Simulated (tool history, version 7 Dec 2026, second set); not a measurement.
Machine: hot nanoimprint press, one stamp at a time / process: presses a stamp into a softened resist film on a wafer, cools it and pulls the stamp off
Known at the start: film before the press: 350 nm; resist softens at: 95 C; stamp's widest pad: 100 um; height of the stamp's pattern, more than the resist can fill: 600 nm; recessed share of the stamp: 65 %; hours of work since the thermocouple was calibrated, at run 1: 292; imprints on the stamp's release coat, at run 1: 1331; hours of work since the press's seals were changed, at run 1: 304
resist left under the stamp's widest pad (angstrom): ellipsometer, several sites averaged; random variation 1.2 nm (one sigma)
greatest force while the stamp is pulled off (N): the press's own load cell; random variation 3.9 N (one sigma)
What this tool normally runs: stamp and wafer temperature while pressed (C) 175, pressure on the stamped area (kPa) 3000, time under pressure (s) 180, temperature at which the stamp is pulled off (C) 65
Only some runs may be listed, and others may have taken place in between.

run,hour,stamp and wafer temperature while pressed (C),pressure on the stamped area (kPa),time under pressure (s),temperature at which the stamp is pulled off (C),hours of work since the thermocouple was calibrated,imprints on the stamp's release coat,hours of work since the press's seals were changed,resist left under the stamp's widest pad (angstrom),greatest force while the stamp is pulled off (N)
1,0.0,175,3000,180,65,292,1331,304,1944,286
2,15.1,175,3000,101,65,301,1366,313,2323,283
3,26.2,175,3000,101,65,308,1392,320,2302,283
4,35.6,175,3000,101,65,313,1413,326,2323,275
5,42.8,175,3000,101,65,318,1430,330,2307,290
6,53.5,175,3000,101,65,324,1455,337,2329,282
7,69.9,175,3000,101,65,334,1493,347,2311,284
8,81.4,175,2700,101,65,341,1520,354,2417,284
9,92.0,175,2410,180,65,348,1544,360,2168,298
10,105.7,175,2410,180,65,356,1576,369,2186,293
11,117.6,175,2410,180,65,363,1604,376,2171,299
12,133.8,175,2410,124,65,373,1641,386,2405,301
13,145.7,175,2410,124,65,380,1669,393,2390,300
14,157.8,175,2410,124,65,388,1697,400,2405,303
# hour 161.7: plate thermocouple calibrated
15,168.1,175,2410,124,65,4,1714,405,2408,297
16,179.2,175,2620,200,65,11,1740,411,2083,309
17,192.8,175,2620,200,65,19,1771,420,2068,314
18,210.1,180,4000,282,57,30,1811,430,1205,327
19,219.1,175,3000,288,65,35,1832,436,1718,311
20,235.3,175,3000,288,65,45,1870,446,1741,314
# hour 251.2: plate thermocouple calibrated, once more
21,253.7,166,3840,260,58,1,1905,455,2154,335
22,269.4,186,3110,190,51,11,1942,465,1117,375
23,279.9,176,3020,258,53,17,1966,471,1557,352
24,292.4,176,2140,258,55,25,1995,479,1847,363
# hour 308.7: stamp cleaned and given a new release coat
25,314.0,169,2140,258,55,35,12,488,2414,214
26,327.5,181,3000,144,53,43,44,496,1557,213
27,341.3,175,2430,180,65,51,76,505,2065,194
28,354.3,175,2430,108,65,59,106,513,2356,200
29,364.0,175,2430,108,65,65,128,519,2394,197

Some steps in resist left under the stamp's widest pad (angstrom) between neighbouring runs. How much of each would the tool show without its hidden state too (settings, what came in, random variation), and how much is left for the hidden state, with any gauge scatter that isn't in both results?
Hidden conditions of the tool in this case: true temperature over the reading, C; pressure that arrives at the usual setting, %; grip of the stamp's worn release coat, % over a new coat's; drift of the gauge itself on residual_nm, %; drift of the gauge itself on pull_off_n, %.
Run 17 -> 18: stamp and wafer temperature while pressed (C) 175 -> 180, pressure on the stamped area (kPa) 2620 -> 4000, time under pressure (s) 200 -> 282, temperature at which the stamp is pulled off (C) 65 -> 57. resist left under the stamp's widest pad (angstrom) -863: hidden state -50, all else -813.
Run 20 -> 21: stamp and wafer temperature while pressed (C) 175 -> 166, pressure on the stamped area (kPa) 3000 -> 3840, time under pressure (s) 288 -> 260, temperature at which the stamp is pulled off (C) 65 -> 58, plate thermocouple calibrated, once more. resist left under the stamp's widest pad (angstrom) +413: hidden state -175, all else +588.
Run 21 -> 22: stamp and wafer temperature while pressed (C) 166 -> 186, pressure on the stamped area (kPa) 3840 -> 3110, time under pressure (s) 260 -> 190, temperature at which the stamp is pulled off (C) 58 -> 51. resist left under the stamp's widest pad (angstrom) -1037: hidden state +2, all else -1039.

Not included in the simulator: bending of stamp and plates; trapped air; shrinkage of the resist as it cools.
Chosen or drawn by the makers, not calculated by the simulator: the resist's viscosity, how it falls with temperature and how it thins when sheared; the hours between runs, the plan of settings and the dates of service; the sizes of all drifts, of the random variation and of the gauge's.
